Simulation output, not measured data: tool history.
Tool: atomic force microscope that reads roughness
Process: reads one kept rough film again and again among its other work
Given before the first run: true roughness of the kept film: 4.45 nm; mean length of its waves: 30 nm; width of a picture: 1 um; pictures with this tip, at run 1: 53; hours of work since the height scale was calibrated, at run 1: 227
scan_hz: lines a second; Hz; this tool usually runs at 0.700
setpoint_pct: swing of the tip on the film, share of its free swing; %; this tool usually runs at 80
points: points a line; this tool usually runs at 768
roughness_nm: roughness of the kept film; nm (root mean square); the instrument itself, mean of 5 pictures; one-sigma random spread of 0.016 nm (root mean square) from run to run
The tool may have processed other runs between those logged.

| run | hour | scan_hz | setpoint_pct | points | pictures with this tip | hours of work since the height scale was calibrated | roughness_nm |
|---|---|---|---|---|---|---|---|
| 1 | 0.0 | 0.700 | 80 | 768 | 53 | 227 | 3.567 |
| 2 | 6.7 | 0.700 | 80 | 768 | 67 | 231 | 3.517 |
| 3 | 14.7 | 0.904 | 80 | 768 | 84 | 237 | 3.381 |
| 4 | 20.0 | 0.700 | 80 | 768 | 95 | 240 | 3.356 |
| 5 | 28.0 | 0.700 | 80 | 768 | 112 | 245 | 3.269 |
|  | 32.4 | new tip fitted |
| 6 | 37.0 | 1.307 | 80 | 768 | 9 | 251 | 3.833 |
| 7 | 44.7 | 1.307 | 61 | 768 | 26 | 256 | 3.769 |
| 8 | 51.8 | 2.200 | 80 | 768 | 41 | 261 | 3.518 |
| 9 | 57.1 | 2.200 | 80 | 768 | 52 | 264 | 3.467 |
| 10 | 63.9 | 2.200 | 80 | 768 | 67 | 268 | 3.357 |
| 11 | 67.9 | 0.700 | 56 | 768 | 75 | 271 | 3.515 |
| 12 | 76.9 | 0.700 | 56 | 768 | 94 | 277 | 3.441 |
| 13 | 81.6 | 2.165 | 80 | 768 | 104 | 280 | 3.182 |
| 14 | 87.7 | 2.509 | 80 | 768 | 117 | 284 | 3.100 |
|  | 89.6 | new tip fitted |
| 15 | 96.2 | 2.509 | 80 | 768 | 14 | 289 | 3.657 |
| 16 | 102.6 | 2.509 | 80 | 768 | 28 | 293 | 3.553 |
| 17 | 111.6 | 2.509 | 80 | 768 | 47 | 299 | 3.422 |
| 18 | 117.6 | 2.509 | 80 | 768 | 60 | 303 | 3.363 |
| 19 | 123.5 | 1.424 | 77 | 768 | 72 | 307 | 3.422 |
| 20 | 127.7 | 1.161 | 77 | 768 | 81 | 310 | 3.360 |
| 21 | 131.9 | 0.700 | 80 | 416 | 90 | 313 | 3.380 |
| 22 | 137.5 | 2.635 | 60 | 545 | 102 | 316 | 3.286 |
|  | 146.9 | new tip fitted |
| 23 | 146.9 | 0.661 | 55 | 768 | 0 | 322 | 4.008 |
| 24 | 155.6 | 0.963 | 59 | 722 | 19 | 328 | 3.855 |
| 25 | 162.7 | 0.963 | 59 | 722 | 34 | 332 | 3.751 |
| 26 | 171.3 | 0.963 | 59 | 722 | 52 | 338 | 3.624 |
| 27 | 178.9 | 0.612 | 80 | 336 | 68 | 343 | 3.487 |
| 28 | 185.2 | 0.700 | 60 | 822 | 82 | 347 | 3.486 |
| 29 | 189.6 | 0.700 | 65 | 768 | 91 | 350 | 3.416 |
| 30 | 197.6 | 0.700 | 65 | 768 | 108 | 355 | 3.325 |
|  | 204.0 | new tip fitted |
| 31 | 206.4 | 1.643 | 78 | 305 | 5 | 361 | 3.764 |
| 32 | 215.3 | 0.701 | 78 | 823 | 24 | 367 | 3.759 |
| 33 | 221.2 | 2.625 | 57 | 308 | 36 | 370 | 3.632 |
| 34 | 230.9 | 0.700 | 80 | 798 | 57 | 377 | 3.577 |
| 35 | 236.1 | 3.853 | 56 | 350 | 68 | 380 | 3.492 |

What will run 36 give?
| 36 | 244.9 | 0.859 | 64 | 508 | 87 | 386 | ? |

{"run 36": {"roughness_nm": 3.417}}
On a tool with no hidden condition, and with the same random variation, this run would have come out at roughness_nm 3.983 nm (root mean square).
